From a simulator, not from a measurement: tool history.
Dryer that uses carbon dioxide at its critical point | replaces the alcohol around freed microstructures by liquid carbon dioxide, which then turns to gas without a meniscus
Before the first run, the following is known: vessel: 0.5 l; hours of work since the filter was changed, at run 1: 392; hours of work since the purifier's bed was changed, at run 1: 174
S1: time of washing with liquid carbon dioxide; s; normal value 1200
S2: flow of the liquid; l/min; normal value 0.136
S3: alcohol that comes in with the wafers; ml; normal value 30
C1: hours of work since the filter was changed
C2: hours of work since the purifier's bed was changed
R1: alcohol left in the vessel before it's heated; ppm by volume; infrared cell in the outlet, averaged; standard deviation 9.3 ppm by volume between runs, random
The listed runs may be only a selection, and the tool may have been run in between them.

run   hour    S1     S2   S3   C1   C2    R1
  1    0.0  1200  0.136   30  392  174   976
  2    9.9  1200  0.136   30  399  181   967
  3   22.1   840  0.136   30  407  190  3252
  4   32.4   840  0.136   30  414  197  3365
  5   43.2  1200  0.136   59  421  204  1985
  6   52.3  1200  0.136   59  428  210  1950
  7   58.3   960  0.136   30  432  215  2252
  8   65.0  1200  0.136   57  436  219  1919
  9   74.5  1200  0.136   57  443  226  1963
 10   87.3  1200  0.136   57  452  235  1992
 11   97.7  1200  0.141   30  459  242   928
 12  103.4  1200  0.141   30  463  246   931
 13  113.4  1200  0.141   30  470  253   970
 14  119.6   720  0.136   30  474  257  5247
 15  126.5   720  0.136   30  479  262  5353
 16  134.1   720  0.136   30  484  267  5330
 17  141.4   720  0.136   30  489  272  5454
 18  151.0   720  0.136   30  496  278  5443
 19  163.0  1200  0.134   30  504  287  1257
 20  171.8  1320  0.102   83  510  293  6032
 21  182.0  1320  0.102   83  517  300  5992
 22  190.8  1200  0.192   45  523  306   413
 23  197.9   960  0.184   38  528  311  1192
 24  207.5  1080  0.136   22  535  317  1295
     216.6  -- inlet filter changed
 25  218.3  1080  0.136   22    1  324   679
 26  229.0  1080  0.122   42    9  332  1973
 27  241.4  1080  0.122   42   17  340  1844
 28  249.4   840  0.153   59   23  346  3034
 29  256.9  1920  0.153   46   28  351    84
 30  264.4  1920  0.153   46   33  356    86
 31  273.8  1860  0.139  102   39  362   191
 32  283.3  1860  0.215   39   46  369    62
 33  290.5  1860  0.215   39   51  374    60
 34  303.1  1860  0.219   40   60  383    67
 35  314.8  1200  0.095  104   68  391  7723
 36  325.9  1800  0.175   73   75  398    85
 37  337.6   960  0.118   91   83  406  7241
 38  349.4  1140  0.118   32   92  415  1478

Predict each of these 3 candidate next runs independently; none follows another, all start after run 38:
  A  357.4  1560  0.209  27  97  420   ?
  B  357.4  1200  0.136  71  97  420   ?
  C  357.4  1200  0.136  37  97  420   ?

run    R1
  A    75
  B  1537
  C   838
Without the tool's unlogged condition, the same runs would have read:
run    R1
  A    11
  B  1249
  C   657
